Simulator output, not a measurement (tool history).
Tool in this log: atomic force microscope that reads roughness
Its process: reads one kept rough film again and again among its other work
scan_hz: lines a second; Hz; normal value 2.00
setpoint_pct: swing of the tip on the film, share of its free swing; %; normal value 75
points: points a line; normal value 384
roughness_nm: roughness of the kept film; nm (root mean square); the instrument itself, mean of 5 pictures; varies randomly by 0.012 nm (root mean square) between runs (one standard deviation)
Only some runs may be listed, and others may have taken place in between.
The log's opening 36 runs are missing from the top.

Run 37, hour 240.3: usual settings but scan_hz 1.98 Hz. Result: roughness_nm 2.841 nm (root mean square).
Run 38, hour 244.7: usual settings but scan_hz 0.91 Hz, setpoint_pct 85 %, points 484. Result: roughness_nm 2.811 nm (root mean square).
Run 39, hour 252.4: usual settings but scan_hz 0.91 Hz, setpoint_pct 85 %, points 484. Result: roughness_nm 2.715 nm (root mean square).
Run 40, hour 261.0: usual settings but scan_hz 0.91 Hz, setpoint_pct 85 %, points 484. Result: roughness_nm 2.566 nm (root mean square).
Run 41, hour 269.8: usual settings but scan_hz 0.91 Hz, setpoint_pct 85 %, points 484. Result: roughness_nm 2.492 nm (root mean square).
Run 42, hour 277.0: usual settings but scan_hz 0.91 Hz, setpoint_pct 85 %, points 484. Result: roughness_nm 2.425 nm (root mean square).
Run 43, hour 286.7: usual settings but scan_hz 2.35 Hz, setpoint_pct 79 %, points 960. Result: roughness_nm 2.279 nm (root mean square).
Run 44, hour 293.8: usual settings but scan_hz 1.04 Hz. Result: roughness_nm 2.266 nm (root mean square).
Run 45, hour 298.3: usual settings but scan_hz 1.04 Hz. Result: roughness_nm 2.235 nm (root mean square).
Run 46, hour 302.6: usual settings but scan_hz 1.04 Hz, points 832. Result: roughness_nm 2.226 nm (root mean square).
Run 47, hour 311.8: usual settings but scan_hz 1.04 Hz, points 832. Result: roughness_nm 2.150 nm (root mean square).
Run 48, hour 319.1: usual settings but scan_hz 1.22 Hz, setpoint_pct 63 %, points 291. Result: roughness_nm 2.063 nm (root mean square).
Run 49, hour 324.1: usual settings but setpoint_pct 87 %. Result: roughness_nm 1.920 nm (root mean square).
Run 50, hour 329.2: usual settings but scan_hz 3.46 Hz, setpoint_pct 82 %, points 331. Result: roughness_nm 1.839 nm (root mean square).
Run 51, hour 334.1: usual settings but scan_hz 2.54 Hz, setpoint_pct 78 %, points 543. Result: roughness_nm 1.915 nm (root mean square).
Run 52, hour 342.5: usual settings but scan_hz 2.22 Hz, setpoint_pct 82 %, points 644. Result: roughness_nm 1.851 nm (root mean square).

What if the next run were any one of these 3? Each begins from the tool's condition after run 52:
Run A, hour 351.6: usual settings but setpoint_pct 80 %, points 577. Result: roughness_nm ?.
Run B, hour 351.6: usual settings but scan_hz 2.22 Hz, setpoint_pct 82 %, points 351. Result: roughness_nm ?.
Run C, hour 351.6: usual settings but scan_hz 1.05 Hz, setpoint_pct 83 %, points 790. Result: roughness_nm ?.

run  roughness_nm
  A         1.831
  B         1.768
  C         1.863
With the hidden condition removed and each run's random variation left untouched, the same runs would have given:
run  roughness_nm
  A         2.959
  B         2.863
  C         3.013

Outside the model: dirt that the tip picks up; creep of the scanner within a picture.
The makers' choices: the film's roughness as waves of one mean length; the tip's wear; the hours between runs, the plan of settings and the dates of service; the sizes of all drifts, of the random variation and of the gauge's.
